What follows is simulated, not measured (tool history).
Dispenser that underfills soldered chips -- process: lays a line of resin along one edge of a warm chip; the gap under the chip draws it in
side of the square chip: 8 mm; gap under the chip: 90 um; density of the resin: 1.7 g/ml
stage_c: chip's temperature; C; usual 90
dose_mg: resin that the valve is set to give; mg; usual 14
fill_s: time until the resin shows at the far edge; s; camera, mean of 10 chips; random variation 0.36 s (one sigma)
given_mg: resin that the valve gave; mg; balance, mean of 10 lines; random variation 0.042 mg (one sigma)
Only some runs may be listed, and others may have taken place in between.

run,day,stage_c,dose_mg,fill_s,given_mg
1,0,90,14,22.1,13.7
# day 0.304: new syringe of resin
2,0.388,90,16.9,22.5,16.59
# day 0.675: new syringe of resin
3,0.721,90,16.9,22.2,16.47
4,0.979,90,16.9,29.4,16.4
# day 1.021: new syringe of resin
5,1.271,90,16.9,26.1,16.45
# day 1.396: new syringe of resin
6,1.554,90,17.7,23.9,17.17
# day 1.771: new syringe of resin
7,1.871,90,17.7,23.1,17.24
# day 2.117: new syringe of resin
# day 2.196: dispensing valve cleaned and set on the balance
8,2.221,90,17.7,22.6,17.61
# day 2.521: new syringe of resin
9,2.658,90,14,24.7,13.94
# day 2.883: new syringe of resin
10,3.088,90,14.7,26.5,14.53
# day 3.258: new syringe of resin
11,3.579,90,14.7,29.5,14.58
# day 3.625: new syringe of resin
# day 4: new syringe of resin
12,4.008,90,14.7,21.7,14.49
# day 4.388: new syringe of resin
13,4.392,90,14,21.5,13.76
# day 4.762: new syringe of resin
14,4.779,90,14,21.5,13.79
# day 5.133: new syringe of resin
15,5.138,90,14,21.8,13.69
# day 5.5: new syringe of resin
16,5.658,90,17.8,24.9,17.34
# day 5.838: new syringe of resin
17,6.154,90,17.8,28.5,17.38
# day 6.192: new syringe of resin
# day 6.533: new syringe of resin
18,6.7,92,12.3,25.5,11.91
# day 6.888: new syringe of resin
# day 7.246: new syringe of resin
19,7.246,99,13.1,16.8,12.67
# day 7.608: new syringe of resin
# day 7.783: dispensing valve cleaned and set on the balance
20,7.812,83,13.6,32.6,13.51
# day 8.004: new syringe of resin
21,8.183,93,12,23.4,11.9
# day 8.375: new syringe of resin
22,8.658,79,13.4,43,13.27
# day 8.733: new syringe of resin
# day 9.117: new syringe of resin
23,9.267,89,14,26.1,13.76
# day 9.488: new syringe of resin
# day 9.858: new syringe of resin
24,9.858,86,14.1,24.7,13.83
# day 10.2: new syringe of resin
25,10.45,85,14.4,32.7,14.1
# day 10.583: new syringe of resin
26,10.862,101,15.3,20.4,14.91
# day 10.958: new syringe of resin
# day 11.296: new syringe of resin
27,11.421,93,15,21.7,14.53
# day 11.671: new syringe of resin
28,11.796,93,15,22,14.47
# day 12.033: new syringe of resin
29,12.342,84,15,36.6,14.43
# day 12.404: new syringe of resin
30,12.683,92,13.5,27.2,12.99

Predict each of these 3 candidate next runs independently; none follows another, all start after run 30:
# day 12.767: new syringe of resin
A,13.062,87,12.8,?,?
# day 12.767: new syringe of resin
B,13.062,104,14.4,?,?
# day 12.767: new syringe of resin
C,13.062,93,12.5,?,?

run,fill_s,given_mg
A,33.3,12.31
B,18.3,13.86
C,27.2,12.07
With the hidden condition removed and each run's random variation left untouched, the same runs would have given:
run,fill_s,given_mg
A,22.9,12.81
B,12.7,14.42
C,18.7,12.55

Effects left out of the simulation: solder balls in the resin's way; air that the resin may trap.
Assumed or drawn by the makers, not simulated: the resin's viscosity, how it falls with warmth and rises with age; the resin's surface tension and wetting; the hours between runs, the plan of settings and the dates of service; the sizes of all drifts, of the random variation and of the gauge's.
